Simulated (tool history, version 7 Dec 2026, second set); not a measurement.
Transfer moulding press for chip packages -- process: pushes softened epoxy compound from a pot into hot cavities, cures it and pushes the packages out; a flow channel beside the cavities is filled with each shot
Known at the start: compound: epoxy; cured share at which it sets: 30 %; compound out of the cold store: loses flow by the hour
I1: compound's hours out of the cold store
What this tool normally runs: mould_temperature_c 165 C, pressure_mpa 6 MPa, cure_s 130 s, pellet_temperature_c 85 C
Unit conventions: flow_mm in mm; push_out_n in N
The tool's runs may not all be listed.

run 1 hour=0 | mould_temperature_c=165 pressure_mpa=6 cure_s=130 pellet_temperature_c=85 | I1=8.2 | flow_mm=1027 push_out_n=477
run 2 hour=15.3 | mould_temperature_c=165 pressure_mpa=6 cure_s=130 pellet_temperature_c=89 | I1=12.3 | flow_mm=1018 push_out_n=528
run 3 hour=28.8 | mould_temperature_c=165 pressure_mpa=6 cure_s=130 pellet_temperature_c=89 | I1=39.2 | flow_mm=895 push_out_n=508
run 4 hour=46.5 | mould_temperature_c=165 pressure_mpa=6 cure_s=130 pellet_temperature_c=85 | I1=22.1 | flow_mm=975 push_out_n=578
run 5 hour=69 | mould_temperature_c=165 pressure_mpa=6 cure_s=130 pellet_temperature_c=85 | I1=36.4 | flow_mm=903 push_out_n=430
run 6 hour=87.6 | mould_temperature_c=165 pressure_mpa=6 cure_s=130 pellet_temperature_c=85 | I1=20.4 | flow_mm=968 push_out_n=510
run 7 hour=107.7 | mould_temperature_c=165 pressure_mpa=6 cure_s=130 pellet_temperature_c=85 | I1=37.7 | flow_mm=900 push_out_n=554
run 8 hour=126.3 | mould_temperature_c=165 pressure_mpa=6 cure_s=130 pellet_temperature_c=85 | I1=16 | flow_mm=982 push_out_n=452
run 9 hour=140.1 | mould_temperature_c=165 pressure_mpa=6 cure_s=159 pellet_temperature_c=85 | I1=8.1 | flow_mm=1004 push_out_n=369
run 10 hour=150.5 | mould_temperature_c=165 pressure_mpa=6.82 cure_s=130 pellet_temperature_c=85 | I1=15.4 | flow_mm=1051 push_out_n=499
run 11 hour=166 | mould_temperature_c=165 pressure_mpa=6.82 cure_s=130 pellet_temperature_c=85 | I1=34.6 | flow_mm=959 push_out_n=538
run 12 hour=183.3 | mould_temperature_c=165 pressure_mpa=6 cure_s=130 pellet_temperature_c=84 | I1=22.2 | flow_mm=950 push_out_n=593
run 13 hour=206.2 | mould_temperature_c=172 pressure_mpa=4.92 cure_s=121 pellet_temperature_c=84 | I1=17.4 | flow_mm=822 push_out_n=388
run 14 hour=223.3 | mould_temperature_c=172 pressure_mpa=4.92 cure_s=121 pellet_temperature_c=84 | I1=24.4 | flow_mm=803 push_out_n=406
run 15 hour=242.5 | mould_temperature_c=172 pressure_mpa=5.88 cure_s=121 pellet_temperature_c=84 | I1=34.4 | flow_mm=831 push_out_n=450
run 16 hour=265.2 | mould_temperature_c=171 pressure_mpa=5.74 cure_s=155 pellet_temperature_c=85 | I1=28.4 | flow_mm=850 push_out_n=340
run 17 hour=279.7 | mould_temperature_c=171 pressure_mpa=5.74 cure_s=155 pellet_temperature_c=85 | I1=32.7 | flow_mm=819 push_out_n=355
run 18 hour=291.4 | mould_temperature_c=162 pressure_mpa=6.13 cure_s=148 pellet_temperature_c=89 | I1=29.9 | flow_mm=914 push_out_n=494
run 19 hour=302.3 | mould_temperature_c=166 pressure_mpa=6.18 cure_s=130 pellet_temperature_c=85 | I1=44.1 | flow_mm=853 push_out_n=495
run 20 hour=312.6 | mould_temperature_c=168 pressure_mpa=4.85 cure_s=140 pellet_temperature_c=80 | I1=20.4 | flow_mm=798 push_out_n=471
run 21 hour=328.4 | mould_temperature_c=171 pressure_mpa=5.98 cure_s=164 pellet_temperature_c=79 | I1=34.1 | flow_mm=838 push_out_n=343
run 22 hour=345.1 | mould_temperature_c=171 pressure_mpa=5.98 cure_s=164 pellet_temperature_c=79 | I1=22.9 | flow_mm=873 push_out_n=372
run 23 hour=358.9 | mould_temperature_c=165 pressure_mpa=6 cure_s=139 pellet_temperature_c=85 | I1=19.8 | flow_mm=908 push_out_n=497

Withheld: 6 entries from between the runs. Position of each, and hidden state at the listed run before versus the listed run after:
Run 4 -> run 5: cavities cleaned with cleaning compound and waxed (hour 57.1)
  true mould temperature over the reading, C: -0.51 -> -0.53; pressure that reaches the compound, % of what is set: 92.83 -> 92.13; grip of the stained cavities, % over clean ones': 38 -> 11
  measured result minus the result with no hidden state, flow_mm: -33 -> -35 mm; push_out_n: +172 -> +54 N
Run 7 -> run 8: cavities cleaned with cleaning compound and waxed (hour 121.2)
  true mould temperature over the reading, C: -0.57 -> -0.58; pressure that reaches the compound, % of what is set: 90.65 -> 90.06; grip of the stained cavities, % over clean ones': 33.9 -> 5.5
  measured result minus the result with no hidden state, flow_mm: -42 -> -48 mm; push_out_n: +153 -> +40 N
Run 12 -> run 13: cavities cleaned with cleaning compound and waxed (hour 185.7)
  true mould temperature over the reading, C: -0.64 -> -0.66; pressure that reaches the compound, % of what is set: 88.05 -> 87.28; grip of the stained cavities, % over clean ones': 39.7 -> 17.9
  measured result minus the result with no hidden state, flow_mm: -57 -> -55 mm; push_out_n: +184 -> +65 N
Run 15 -> run 16: cavities cleaned with cleaning compound and waxed (hour 250.4)
  true mould temperature over the reading, C: -0.69 -> -0.71; pressure that reaches the compound, % of what is set: 85.94 -> 85.23; grip of the stained cavities, % over clean ones': 38.1 -> 14.5
  measured result minus the result with no hidden state, flow_mm: -62 -> -67 mm; push_out_n: +130 -> +45 N
Run 16 -> run 17: mould's thermocouples calibrated (hour 279.7)
  true mould temperature over the reading, C: -0.71 -> -0.14; pressure that reaches the compound, % of what is set: 85.23 -> 84.8; grip of the stained cavities, % over clean ones': 14.5 -> 22.7
  measured result minus the result with no hidden state, flow_mm: -67 -> -70 mm; push_out_n: +45 -> +67 N
Run 20 -> run 21: cavities cleaned with cleaning compound and waxed (hour 317.1)
  true mould temperature over the reading, C: -0.17 -> -0.19; pressure that reaches the compound, % of what is set: 83.72 -> 83.22; grip of the stained cavities, % over clean ones': 39 -> 12.1
  measured result minus the result with no hidden state, flow_mm: -74 -> -80 mm; push_out_n: +134 -> +36 N
